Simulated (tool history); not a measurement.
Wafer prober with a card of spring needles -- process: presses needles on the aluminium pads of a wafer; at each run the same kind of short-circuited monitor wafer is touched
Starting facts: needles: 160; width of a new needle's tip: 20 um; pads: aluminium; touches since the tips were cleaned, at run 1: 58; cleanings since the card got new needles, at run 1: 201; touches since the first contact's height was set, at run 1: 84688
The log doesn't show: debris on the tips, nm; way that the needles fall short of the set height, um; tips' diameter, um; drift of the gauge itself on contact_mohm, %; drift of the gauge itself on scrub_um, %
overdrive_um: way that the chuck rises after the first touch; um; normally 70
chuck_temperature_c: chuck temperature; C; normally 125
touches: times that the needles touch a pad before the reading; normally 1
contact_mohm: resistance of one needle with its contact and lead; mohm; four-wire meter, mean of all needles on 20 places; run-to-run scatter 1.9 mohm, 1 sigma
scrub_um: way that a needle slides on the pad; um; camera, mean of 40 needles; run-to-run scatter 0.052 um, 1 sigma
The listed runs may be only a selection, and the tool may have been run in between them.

run,hour,overdrive_um,chuck_temperature_c,touches,touches since the tips were cleaned,cleanings since the card got new needles,touches since the first contact's height was set,contact_mohm,scrub_um
1,0,70,125,1,58,201,84688,216,15.36
# hour 10.6: tips cleaned on abrasive film
# hour 23.8: tips cleaned on abrasive film
2,33.7,70,125,1,1883,203,91023,329,14.92
# hour 36.5: tips cleaned on abrasive film
# hour 47: tips cleaned on abrasive film
# hour 50: height of the first contact set anew
# hour 57.9: tips cleaned on abrasive film
3,64.9,57,125,1,1321,206,2807,329,12.87
# hour 70.3: tips cleaned on abrasive film
# hour 80.9: tips cleaned on abrasive film
# hour 94.1: tips cleaned on abrasive film
# hour 104.6: tips cleaned on abrasive film
# hour 117.8: tips cleaned on abrasive film
4,117.9,57,122,1,21,211,12728,234,12.8
# hour 128.5: tips cleaned on abrasive film
# hour 141.7: tips cleaned on abrasive film
# hour 152.3: tips cleaned on abrasive film
5,161.3,80,125,1,1695,214,20854,269,18.01
# hour 164: tips cleaned on abrasive film
# hour 177.2: tips cleaned on abrasive film
# hour 190.4: tips cleaned on abrasive film
# hour 203: tips cleaned on abrasive film
6,203,70,125,1,0,218,28668,207,15.62
# hour 216.2: tips cleaned on abrasive film
# hour 226.8: tips cleaned on abrasive film
# hour 240: tips cleaned on abrasive film
# hour 253.2: tips cleaned on abrasive film
7,256.2,70,125,1,556,222,38627,242,15.55
# hour 264.2: tips cleaned on abrasive film
# hour 274.7: tips cleaned on abrasive film
# hour 285.3: tips cleaned on abrasive film
# hour 298.5: tips cleaned on abrasive film
# hour 311.7: tips cleaned on abrasive film
8,319.7,70,125,2,1504,227,50529,258,15.35
# hour 322.3: tips cleaned on abrasive film
# hour 332.9: tips cleaned on abrasive film
# hour 346.1: tips cleaned on abrasive film
# hour 354.1: tips cleaned on abrasive film, once more
# hour 364.7: tips cleaned on abrasive film
# hour 375.3: tips cleaned on abrasive film
9,380.7,70,125,2,1036,233,61947,253,15.39
# hour 386.1: tips cleaned on abrasive film
# hour 396.7: tips cleaned on abrasive film
# hour 409.9: tips cleaned on abrasive film
# hour 420.5: tips cleaned on abrasive film
10,420.9,58,125,1,84,237,69457,239,12.59
# hour 431.5: tips cleaned on abrasive film
# hour 442.1: tips cleaned on abrasive film
# hour 455.3: tips cleaned on abrasive film
11,457.2,70,125,1,356,240,76248,234,15.22
# hour 467.7: tips cleaned on abrasive film
# hour 478.3: tips cleaned on abrasive film
# hour 488.9: tips cleaned on abrasive film
12,489,74,125,1,16,243,82203,208,16.15
# hour 499.6: tips cleaned on abrasive film
# hour 510.2: tips cleaned on abrasive film
13,518.1,74,125,1,1499,245,87671,286,16.1
# hour 520.9: tips cleaned on abrasive film
# hour 534.1: tips cleaned on abrasive film
# hour 547.3: tips cleaned on abrasive film
# hour 552.8: height of the first contact set anew
# hour 560.8: tips cleaned on abrasive film
# hour 574: tips cleaned on abrasive film
14,581.3,56,93,2,1384,250,5344,296,12.65
# hour 586.7: tips cleaned on abrasive film
# hour 597.2: tips cleaned on abrasive film
# hour 610.4: tips cleaned on abrasive film
# hour 621: tips cleaned on abrasive film
15,625.5,56,104,2,837,254,13605,263,12.53
# hour 633.4: tips cleaned on abrasive film
# hour 644: tips cleaned on abrasive film
# hour 657.2: tips cleaned on abrasive film
# hour 667.8: tips cleaned on abrasive film
# hour 679.5: tips cleaned on abrasive film
16,679.5,56,104,2,0,259,23726,220,12.43
# hour 692.7: tips cleaned on abrasive film
# hour 705.9: tips cleaned on abrasive film
# hour 719.1: tips cleaned on abrasive film
17,726,55,72,1,1292,262,32441,350,12.23
# hour 731.3: tips cleaned on abrasive film
# hour 741.9: tips cleaned on abrasive film
# hour 755.1: tips cleaned on abrasive film
# hour 768.3: tips cleaned on abrasive film
# hour 781.5: tips cleaned on abrasive film
18,789.8,69,72,2,1568,267,44403,263,15.34
# hour 792.5: tips cleaned on abrasive film
# hour 803.1: tips cleaned on abrasive film
# hour 816.3: tips cleaned on abrasive film
# hour 829.5: tips cleaned on abrasive film
# hour 842: tips cleaned on abrasive film
19,842,69,72,2,0,272,54158,198,15.22
# hour 855.2: tips cleaned on abrasive film
# hour 868.4: tips cleaned on abrasive film
# hour 881.6: tips cleaned on abrasive film
# hour 892.1: tips cleaned on abrasive film
20,897.8,57,96,2,1065,276,64626,284,12.55
# hour 903.1: tips cleaned on abrasive film
# hour 913.7: tips cleaned on abrasive film
# hour 924.3: tips cleaned on abrasive film
# hour 937.5: tips cleaned on abrasive film
21,938.9,64,125,1,257,280,72307,252,14
# hour 949.4: tips cleaned on abrasive film
# hour 960: tips cleaned on abrasive film
# hour 970.6: tips cleaned on abrasive film
22,973.5,70,125,2,551,283,78796,234,15.28
# hour 981.5: tips cleaned on abrasive film
# hour 992: tips cleaned on abrasive film
# hour 1005.2: tips cleaned on abrasive film
23,1015,70,125,2,1852,286,86583,281,15.2
# hour 1017.8: tips cleaned on abrasive film
# hour 1028.3: tips cleaned on abrasive film
# hour 1041.5: tips cleaned on abrasive film
# hour 1054.7: tips cleaned on abrasive film
# hour 1055: height of the first contact set anew
# hour 1068.3: tips cleaned on abrasive film
24,1071,62,35,1,521,291,2995,265,13.88
# hour 1078.9: tips cleaned on abrasive film
# hour 1092.1: tips cleaned on abrasive film
# hour 1102.7: tips cleaned on abrasive film
# hour 1115.9: tips cleaned on abrasive film
# hour 1126.5: tips cleaned on abrasive film
25,1130.8,70,46,1,817,296,14201,257,15.71

3 options for the next run, each taken on its own from the tool as it stands now. Forecast them:
# hour 1138.8: tips cleaned on abrasive film
# hour 1152: tips cleaned on abrasive film
# hour 1162.6: tips cleaned on abrasive film
# hour 1175.8: tips cleaned on abrasive film
A,1185.3,55,58,2,1804,300,24418,?,?
# hour 1138.8: tips cleaned on abrasive film
# hour 1152: tips cleaned on abrasive film
# hour 1162.6: tips cleaned on abrasive film
# hour 1175.8: tips cleaned on abrasive film
B,1185.3,59,125,1,1804,300,24418,?,?
# hour 1138.8: tips cleaned on abrasive film
# hour 1152: tips cleaned on abrasive film
# hour 1162.6: tips cleaned on abrasive film
# hour 1175.8: tips cleaned on abrasive film
C,1185.3,70,80,1,1804,300,24418,?,?

run,contact_mohm,scrub_um
A,326,12.25
B,375,13.17
C,329,15.66
Take away the tool's hidden state, keep each run's random variation, and the runs would have read:
run,contact_mohm,scrub_um
A,185,12.41
B,196,13.33
C,186,15.82

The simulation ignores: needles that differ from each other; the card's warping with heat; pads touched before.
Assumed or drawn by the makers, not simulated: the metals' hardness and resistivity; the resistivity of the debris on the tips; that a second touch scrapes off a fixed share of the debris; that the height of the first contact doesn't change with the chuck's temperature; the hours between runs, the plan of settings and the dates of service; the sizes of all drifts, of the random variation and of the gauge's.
